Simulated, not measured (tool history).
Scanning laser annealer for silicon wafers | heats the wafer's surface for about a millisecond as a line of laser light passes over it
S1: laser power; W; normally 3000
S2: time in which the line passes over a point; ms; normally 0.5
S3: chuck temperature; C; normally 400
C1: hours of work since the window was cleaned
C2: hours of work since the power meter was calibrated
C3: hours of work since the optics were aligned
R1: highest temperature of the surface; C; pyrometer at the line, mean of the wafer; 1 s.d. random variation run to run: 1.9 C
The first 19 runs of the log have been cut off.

Run 20, hour 163.2: usual settings; C1 174; C2 153; C3 588. Result: R1 1125 C.
Run 21, hour 171.7: usual settings but S1 3176 W, S2 0.358 ms, S3 436 C; C1 177; C2 157; C3 591. Result: R1 1106 C.
Run 22, hour 177.6: usual settings but S1 3176 W, S2 0.358 ms, S3 436 C; C1 180; C2 159; C3 594. Result: R1 1104 C.
Run 23, hour 186.4: usual settings but S1 3176 W, S2 0.358 ms, S3 436 C; C1 183; C2 163; C3 597. Result: R1 1104 C.
Run 24, hour 191.2: usual settings but S1 3176 W, S2 0.358 ms, S3 436 C; C1 185; C2 165; C3 599. Result: R1 1104 C.
Run 25, hour 201.7: usual settings but S1 2975 W, S2 0.589 ms, S3 385 C; C1 190; C2 169; C3 603. Result: R1 1161 C.
Run 26, hour 212.6: usual settings but S1 2975 W, S2 0.589 ms, S3 385 C; C1 194; C2 174; C3 608. Result: R1 1161 C.
Run 27, hour 223.9: usual settings but S1 2975 W, S2 0.589 ms, S3 385 C; C1 199; C2 178; C3 612. Result: R1 1161 C.
Run 28, hour 229.6: usual settings but S3 430 C; C1 201; C2 181; C3 615. Result: R1 1154 C.
Run 29, hour 240.5: usual settings but S1 3001 W, S2 0.526 ms, S3 430 C; C1 205; C2 185; C3 619. Result: R1 1173 C.
Run 30, hour 248.7: usual settings but S1 3001 W, S2 0.526 ms, S3 430 C; C1 209; C2 188; C3 623. Result: R1 1173 C.
Run 31, hour 255.5: usual settings but S1 2784 W, S2 0.526 ms, S3 430 C; C1 212; C2 191; C3 625. Result: R1 1105 C.
Run 32, hour 267.1: usual settings but S1 2681 W, S2 0.491 ms, S3 406 C; C1 216; C2 196; C3 630. Result: R1 1028 C.
Run 33, hour 273.4: usual settings but S1 2834 W, S3 411 C; C1 219; C2 198; C3 633. Result: R1 1083 C.
Run 34, hour 281.9: usual settings but S1 2834 W, S3 411 C; C1 222; C2 202; C3 636. Result: R1 1083 C.
Run 35, hour 287.6: usual settings but S1 2834 W, S3 411 C; C1 225; C2 204; C3 638. Result: R1 1083 C.
Run 36, hour 294.5: usual settings but S1 2780 W; C1 227; C2 207; C3 641. Result: R1 1056 C.
Run 37, hour 300.2: usual settings but S1 2714 W, S2 0.561 ms; C1 230; C2 209; C3 644. Result: R1 1071 C.
Run 38, hour 306.3: usual settings but S2 0.447 ms, S3 437 C; C1 232; C2 212; C3 646. Result: R1 1125 C.
Run 39, hour 313.8: usual settings but S1 2710 W, S2 0.458 ms, S3 393 C; C1 235; C2 215; C3 649. Result: R1 1005 C.
Run 40, hour 322.3: usual settings but S1 3135 W, S2 0.437 ms, S3 437 C; C1 239; C2 218; C3 653. Result: R1 1160 C.

Predict each of these 4 candidate next runs independently; none follows another, all start after run 40:
Run A, hour 331: usual settings but S1 3136 W, S2 0.361 ms, S3 402 C; C1 242; C2 222; C3 656. Result: R1 ?.
Run B, hour 331: usual settings but S1 3283 W, S2 0.375 ms, S3 425 C; C1 242; C2 222; C3 656. Result: R1 ?.
Run C, hour 331: usual settings but S1 2744 W, S2 0.516 ms, S3 364 C; C1 242; C2 222; C3 656. Result: R1 ?.
Run D, hour 331: usual settings but S1 3148 W, S2 0.437 ms, S3 437 C; C1 242; C2 222; C3 656. Result: R1 ?.

run    R1
  A  1063
  B  1137
  C  1017
  D  1164
The same runs, with their run-to-run variation unchanged, on a tool lacking any hidden condition would have given:
run    R1
  A  1064
  B  1138
  C  1018
  D  1165

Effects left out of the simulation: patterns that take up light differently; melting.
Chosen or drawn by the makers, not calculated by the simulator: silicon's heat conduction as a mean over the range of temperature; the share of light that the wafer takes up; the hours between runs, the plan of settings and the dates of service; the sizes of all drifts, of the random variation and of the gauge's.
